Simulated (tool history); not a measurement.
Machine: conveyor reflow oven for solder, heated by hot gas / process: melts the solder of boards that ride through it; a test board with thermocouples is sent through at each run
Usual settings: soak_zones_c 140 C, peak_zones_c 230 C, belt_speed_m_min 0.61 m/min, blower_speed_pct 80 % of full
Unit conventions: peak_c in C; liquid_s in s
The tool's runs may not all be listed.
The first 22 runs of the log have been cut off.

run	hour	soak_zones_c	peak_zones_c	belt_speed_m_min	blower_speed_pct	peak_c	liquid_s
23	929	153	230	0.508	80	220.6	73.4
24	984	127	237	0.515	78	222.9	63.7
25	1037	145	237	0.617	78	220.1	55.7
# hour 1067: flux residue cleaned out of gas plates and filters
26	1069.1	140	221	0.687	69	201.7	33.5
27	1106.3	140	221	0.687	69	201.8	33.2
28	1158.1	140	225	0.61	80	211	49.7
29	1209.3	137	235	0.652	82	217.7	50
30	1254.8	137	226	0.716	59	199.3	27.6
31	1290.3	140	237	0.61	55	212.8	48.8

Below are 3 alternative next runs, each starting from the tool's condition after run 31. Predict each:
A	1314.6	153	227	0.578	55	?	?
B	1314.6	140	230	0.525	80	?	?
C	1314.6	140	230	0.61	62	?	?

run	peak_c	liquid_s
A	209.9	54.6
B	219.3	65.6
C	210.7	47.3
Had the tool no hidden state, the same runs would have come out as:
run	peak_c	liquid_s
A	208.9	52
B	218.5	63
C	209.7	44.9
